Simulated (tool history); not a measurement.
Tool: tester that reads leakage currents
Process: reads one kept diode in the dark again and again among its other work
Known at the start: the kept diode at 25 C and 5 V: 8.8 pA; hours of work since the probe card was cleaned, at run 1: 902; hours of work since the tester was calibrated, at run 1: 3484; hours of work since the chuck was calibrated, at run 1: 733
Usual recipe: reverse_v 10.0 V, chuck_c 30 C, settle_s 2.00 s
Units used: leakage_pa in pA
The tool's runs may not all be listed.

run     day  reverse_v  chuck_c  settle_s  hours of work since the probe card was cleaned  hours of work since the tester was calibrated  hours of work since the chuck was calibrated  leakage_pa
  1   0.000       10.0       30      2.00                                             902                                           3484                                           733       34.70
  2   5.279       10.0       30      2.00                                             985                                           3566                                           816       35.88
  3   9.171        3.8       30      2.00                                            1045                                           3627                                           876       19.20
  4  13.579        3.8       30      2.00                                            1114                                           3696                                           945       19.65
  5  18.079        3.8       30      2.00                                            1184                                           3766                                          1015       20.17
  6  21.021       10.0       28      2.00                                            1230                                           3812                                          1061       38.49
     21.358  -- tester calibrated
  7  24.962       10.0       28      2.00                                            1290                                             56                                          1121       39.85
  8  28.771       10.0       30      4.48                                            1349                                            116                                          1180       42.00
  9  33.221        2.4       29      5.54                                            1419                                            185                                          1250       15.29
 10  36.954        2.4       29      5.54                                            1477                                            243                                          1308       15.54
 11  40.988       10.0       34      0.46                                            1540                                            306                                          1370       56.03
     43.017  -- probe card cleaned and baked
     44.683  -- tester calibrated, once more
 12  46.183       10.0       34      0.46                                              48                                             23                                          1448       26.40
 13  49.112       10.0       41      2.00                                              94                                             69                                          1494       34.97
 14  52.208       10.0       41      2.00                                             142                                            117                                          1542       35.88
 15  56.496        6.3       35      0.34                                             209                                            184                                          1609       25.14
 16  59.388        1.4       60      2.22                                             254                                            229                                          1654       49.74

Forecast each of these 4 alternatives for the next run:
  A  63.442       14.7       60      3.31                                             317                                            292                                          1717           ?
  B  63.442        6.8       33      9.54                                             317                                            292                                          1717           ?
  C  63.442        1.5       30      2.00                                             317                                            292                                          1717           ?
  D  63.442       10.0       24      1.91                                             317                                            292                                          1717           ?

run  leakage_pa
  A      127.85
  B       20.38
  C        8.30
  D       17.22
What these runs would have given with no unlogged condition in the tool:
run  leakage_pa
  A      129.11
  B       17.83
  C        8.16
  D       12.13
